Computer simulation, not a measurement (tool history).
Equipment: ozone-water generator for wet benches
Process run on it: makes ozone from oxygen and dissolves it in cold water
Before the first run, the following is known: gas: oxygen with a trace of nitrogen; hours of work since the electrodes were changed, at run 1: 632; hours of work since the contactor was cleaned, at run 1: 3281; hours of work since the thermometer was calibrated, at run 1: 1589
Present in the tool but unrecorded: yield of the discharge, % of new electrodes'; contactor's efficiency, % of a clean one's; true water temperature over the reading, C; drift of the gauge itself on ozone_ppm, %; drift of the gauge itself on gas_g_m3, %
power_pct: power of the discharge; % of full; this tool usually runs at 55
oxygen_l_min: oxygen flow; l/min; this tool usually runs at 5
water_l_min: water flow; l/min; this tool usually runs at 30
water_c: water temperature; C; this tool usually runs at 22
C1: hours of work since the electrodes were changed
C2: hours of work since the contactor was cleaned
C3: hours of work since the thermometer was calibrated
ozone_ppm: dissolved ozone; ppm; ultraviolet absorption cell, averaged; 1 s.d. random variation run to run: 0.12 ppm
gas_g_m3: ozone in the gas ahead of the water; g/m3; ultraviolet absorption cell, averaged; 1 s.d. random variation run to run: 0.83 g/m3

run 1 day=0 | power_pct=55 oxygen_l_min=5 water_l_min=30 water_c=22 | C1=632 C2=3281 C3=1589 | ozone_ppm=10.4 gas_g_m3=130.1
run 2 day=1.542 | power_pct=55 oxygen_l_min=5 water_l_min=30 water_c=22 | C1=662 C2=3311 C3=1620 | ozone_ppm=10.3 gas_g_m3=128.8
run 3 day=4.788 | power_pct=55 oxygen_l_min=5 water_l_min=30 water_c=22 | C1=726 C2=3375 C3=1683 | ozone_ppm=10.4 gas_g_m3=129.5
run 4 day=6.958 | power_pct=55 oxygen_l_min=5 water_l_min=33 water_c=22 | C1=768 C2=3418 C3=1726 | ozone_ppm=9.7 gas_g_m3=130.3
run 5 day=9.479 | power_pct=65 oxygen_l_min=5 water_l_min=30 water_c=22 | C1=818 C2=3467 C3=1775 | ozone_ppm=11.8 gas_g_m3=146.5
run 6 day=11.154 | power_pct=55 oxygen_l_min=5 water_l_min=30 water_c=22 | C1=851 C2=3500 C3=1808 | ozone_ppm=10.3 gas_g_m3=130.2
run 7 day=13.358 | power_pct=55 oxygen_l_min=5 water_l_min=30 water_c=16 | C1=894 C2=3543 C3=1852 | ozone_ppm=11.2 gas_g_m3=129.2
run 8 day=15.2 | power_pct=55 oxygen_l_min=5.83 water_l_min=30 water_c=16 | C1=930 C2=3579 C3=1888 | ozone_ppm=11 gas_g_m3=116.5
run 9 day=16.75 | power_pct=55 oxygen_l_min=5.83 water_l_min=30 water_c=16 | C1=961 C2=3610 C3=1918 | ozone_ppm=11.2 gas_g_m3=117.4
run 10 day=18.658 | power_pct=55 oxygen_l_min=5.83 water_l_min=30 water_c=16 | C1=998 C2=3647 C3=1956 | ozone_ppm=11.2 gas_g_m3=116.3
run 11 day=21.175 | power_pct=55 oxygen_l_min=5.83 water_l_min=30 water_c=16 | C1=1047 C2=3697 C3=2005 | ozone_ppm=10.8 gas_g_m3=116.4
run 12 day=23.275 | power_pct=55 oxygen_l_min=5.83 water_l_min=30 water_c=16 | C1=1089 C2=3738 C3=2046 | ozone_ppm=11 gas_g_m3=115.8
-- day=24.154 contactor cleaned
run 13 day=25.908 | power_pct=55 oxygen_l_min=5.83 water_l_min=43 water_c=16 | C1=1137 C2=35 C3=2095 | ozone_ppm=8.3 gas_g_m3=116
run 14 day=28.579 | power_pct=55 oxygen_l_min=5.83 water_l_min=43 water_c=16 | C1=1190 C2=87 C3=2147 | ozone_ppm=8.2 gas_g_m3=115.7
-- day=28.812 water thermometer calibrated
run 15 day=31.225 | power_pct=55 oxygen_l_min=5.83 water_l_min=43 water_c=16 | C1=1241 C2=138 C3=47 | ozone_ppm=8.3 gas_g_m3=116.6
run 16 day=33.054 | power_pct=55 oxygen_l_min=2.61 water_l_min=30 water_c=22 | C1=1277 C2=174 C3=83 | ozone_ppm=10.3 gas_g_m3=197.2
-- day=35.717 water thermometer calibrated, once more
run 17 day=36.088 | power_pct=55 oxygen_l_min=2.61 water_l_min=30 water_c=22 | C1=1336 C2=234 C3=7 | ozone_ppm=10.4 gas_g_m3=195.8
run 18 day=37.471 | power_pct=55 oxygen_l_min=2.61 water_l_min=30 water_c=22 | C1=1363 C2=261 C3=34 | ozone_ppm=10.5 gas_g_m3=195.5
run 19 day=39.871 | power_pct=55 oxygen_l_min=3.78 water_l_min=22 water_c=22 | C1=1411 C2=308 C3=82 | ozone_ppm=13.9 gas_g_m3=154.5
run 20 day=41.825 | power_pct=78 oxygen_l_min=3.78 water_l_min=22 water_c=22 | C1=1449 C2=346 C3=120 | ozone_ppm=18.6 gas_g_m3=205.6
run 21 day=43.708 | power_pct=76 oxygen_l_min=3.78 water_l_min=47 water_c=21 | C1=1486 C2=383 C3=157 | ozone_ppm=8.9 gas_g_m3=202.1
run 22 day=45.108 | power_pct=76 oxygen_l_min=3.78 water_l_min=47 water_c=21 | C1=1513 C2=411 C3=184 | ozone_ppm=9 gas_g_m3=199.6
run 23 day=46.596 | power_pct=82 oxygen_l_min=3.78 water_l_min=47 water_c=19 | C1=1543 C2=440 C3=214 | ozone_ppm=9.8 gas_g_m3=211.1
run 24 day=49.104 | power_pct=55 oxygen_l_min=5 water_l_min=30 water_c=20 | C1=1592 C2=489 C3=263 | ozone_ppm=11 gas_g_m3=127.6
run 25 day=51.508 | power_pct=51 oxygen_l_min=8.23 water_l_min=22 water_c=22 | C1=1639 C2=536 C3=310 | ozone_ppm=11.9 gas_g_m3=86.5
run 26 day=54.279 | power_pct=73 oxygen_l_min=5 water_l_min=41 water_c=22 | C1=1693 C2=591 C3=364 | ozone_ppm=10 gas_g_m3=162.6
run 27 day=56.8 | power_pct=73 oxygen_l_min=5 water_l_min=41 water_c=22 | C1=1743 C2=640 C3=414 | ozone_ppm=9.9 gas_g_m3=160.8
run 28 day=59.75 | power_pct=55 oxygen_l_min=6.84 water_l_min=42 water_c=22 | C1=1801 C2=698 C3=472 | ozone_ppm=7.6 gas_g_m3=104
run 29 day=63.083 | power_pct=59 oxygen_l_min=2.69 water_l_min=20 water_c=23 | C1=1866 C2=764 C3=537 | ozone_ppm=15.7 gas_g_m3=201.8
run 30 day=66.375 | power_pct=55 oxygen_l_min=5.97 water_l_min=39 water_c=22 | C1=1931 C2=828 C3=602 | ozone_ppm=8.3 gas_g_m3=112.8
run 31 day=68.15 | power_pct=55 oxygen_l_min=5.97 water_l_min=39 water_c=22 | C1=1966 C2=863 C3=637 | ozone_ppm=8.3 gas_g_m3=113.2
run 32 day=70.642 | power_pct=55 oxygen_l_min=5.97 water_l_min=39 water_c=22 | C1=2015 C2=912 C3=686 | ozone_ppm=8.4 gas_g_m3=112
run 33 day=72.608 | power_pct=64 oxygen_l_min=5.74 water_l_min=39 water_c=23 | C1=2053 C2=951 C3=724 | ozone_ppm=9.3 gas_g_m3=130.8
run 34 day=74.521 | power_pct=42 oxygen_l_min=4.64 water_l_min=31 water_c=19 | C1=2091 C2=988 C3=762 | ozone_ppm=8.4 gas_g_m3=108.9

Hidden condition of the tool, last listed run before each entry between runs versus first listed run after:
Run 12 -> run 13: contactor cleaned (day 24.154)
  yield of the discharge, % of new electrodes': 97.4 -> 97.3; contactor's efficiency, % of a clean one's: 88.2 -> 99.3; true water temperature over the reading, C: 0.12 -> 0.13
  difference, measured minus the result without the unlogged condition, ozone_ppm: -0.9 -> -0.2 ppm; gas_g_m3: -2.4 -> -2.5 g/m3
Run 14 -> run 15: water thermometer calibrated (day 28.812)
  yield of the discharge, % of new electrodes': 97.2 -> 97.1; contactor's efficiency, % of a clean one's: 99.1 -> 99; true water temperature over the reading, C: 0.13 -> 0.15
  difference, measured minus the result without the unlogged condition, ozone_ppm: -0.2 -> -0.2 ppm; gas_g_m3: -2.6 -> -2.8 g/m3
Run 16 -> run 17: water thermometer calibrated, once more (day 35.717)
  yield of the discharge, % of new electrodes': 97 -> 96.9; contactor's efficiency, % of a clean one's: 98.9 -> 98.7; true water temperature over the reading, C: 0.16 -> -0.01
  difference, measured minus the result without the unlogged condition, ozone_ppm: -0.3 -> -0.3 ppm; gas_g_m3: -4.8 -> -5 g/m3

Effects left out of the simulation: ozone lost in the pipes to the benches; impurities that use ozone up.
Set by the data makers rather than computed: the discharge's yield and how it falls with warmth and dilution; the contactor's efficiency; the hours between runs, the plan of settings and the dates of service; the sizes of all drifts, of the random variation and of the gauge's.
